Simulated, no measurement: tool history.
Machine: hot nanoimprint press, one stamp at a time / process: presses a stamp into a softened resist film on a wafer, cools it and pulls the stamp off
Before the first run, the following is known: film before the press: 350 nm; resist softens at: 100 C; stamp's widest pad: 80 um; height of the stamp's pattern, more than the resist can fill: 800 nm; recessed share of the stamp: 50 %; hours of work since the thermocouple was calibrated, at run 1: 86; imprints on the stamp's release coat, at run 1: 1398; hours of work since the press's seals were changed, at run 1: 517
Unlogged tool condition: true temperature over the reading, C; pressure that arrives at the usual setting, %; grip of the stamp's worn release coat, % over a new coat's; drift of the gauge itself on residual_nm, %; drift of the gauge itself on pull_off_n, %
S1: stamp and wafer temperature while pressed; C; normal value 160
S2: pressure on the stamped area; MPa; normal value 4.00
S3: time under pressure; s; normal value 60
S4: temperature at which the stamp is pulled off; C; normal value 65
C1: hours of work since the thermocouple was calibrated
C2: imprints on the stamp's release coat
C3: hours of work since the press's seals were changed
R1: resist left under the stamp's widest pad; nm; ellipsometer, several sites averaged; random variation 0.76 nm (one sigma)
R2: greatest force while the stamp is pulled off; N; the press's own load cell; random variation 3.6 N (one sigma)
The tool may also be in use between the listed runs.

| run | day | S1 | S2 | S3 | S4 | C1 | C2 | C3 | R1 | R2 |
|---|---|---|---|---|---|---|---|---|---|---|
| 1 | 0.000 | 160 | 4.00 | 60 | 65 | 86 | 1398 | 517 | 149.3 | 245 |
|  | 1.192 | stamp cleaned and given a new release coat |
| 2 | 1.983 | 160 | 4.00 | 60 | 65 | 118 | 71 | 549 | 148.3 | 169 |
|  | 2.721 | press's hydraulic seals changed and the load cell set to zero |
| 3 | 3.229 | 160 | 4.00 | 106 | 65 | 136 | 153 | 10 | 118.5 | 185 |
| 4 | 4.454 | 160 | 4.00 | 106 | 65 | 159 | 264 | 33 | 118.7 | 187 |
| 5 | 5.467 | 160 | 4.00 | 106 | 65 | 178 | 355 | 52 | 119.0 | 193 |
| 6 | 6.417 | 160 | 4.00 | 60 | 65 | 196 | 441 | 69 | 147.6 | 191 |
| 7 | 7.900 | 160 | 4.00 | 60 | 65 | 223 | 574 | 97 | 148.5 | 208 |
| 8 | 8.746 | 160 | 4.00 | 97 | 65 | 239 | 651 | 113 | 124.7 | 206 |
|  | 9.004 | plate thermocouple calibrated |
| 9 | 9.696 | 160 | 6.18 | 97 | 65 | 13 | 725 | 129 | 100.0 | 216 |
| 10 | 10.717 | 160 | 5.90 | 97 | 65 | 32 | 817 | 148 | 102.0 | 218 |
|  | 11.692 | plate thermocouple calibrated, once more |
| 11 | 12.421 | 154 | 2.64 | 60 | 66 | 14 | 960 | 178 | 222.8 | 229 |
| 12 | 13.212 | 170 | 3.40 | 120 | 66 | 29 | 1031 | 193 | 79.9 | 226 |
| 13 | 14.104 | 170 | 3.40 | 120 | 66 | 45 | 1111 | 209 | 79.2 | 230 |
| 14 | 14.925 | 170 | 3.40 | 120 | 66 | 61 | 1185 | 225 | 80.8 | 231 |
| 15 | 15.946 | 151 | 3.65 | 120 | 53 | 80 | 1277 | 244 | 178.2 | 277 |

What would each run have given without the hidden state, its run-to-run variation left as it was?
| run | R1 | R2 |
|---|---|---|
| 1 | 144.0 | 170 |
| 2 | 142.2 | 165 |
| 3 | 115.8 | 177 |
| 4 | 115.5 | 172 |
| 5 | 115.4 | 173 |
| 6 | 142.9 | 168 |
| 7 | 143.0 | 176 |
| 8 | 119.6 | 171 |
| 9 | 93.8 | 175 |
| 10 | 95.3 | 172 |
| 11 | 221.5 | 177 |
| 12 | 79.0 | 171 |
| 13 | 78.0 | 172 |
| 14 | 79.4 | 169 |
| 15 | 174.5 | 198 |
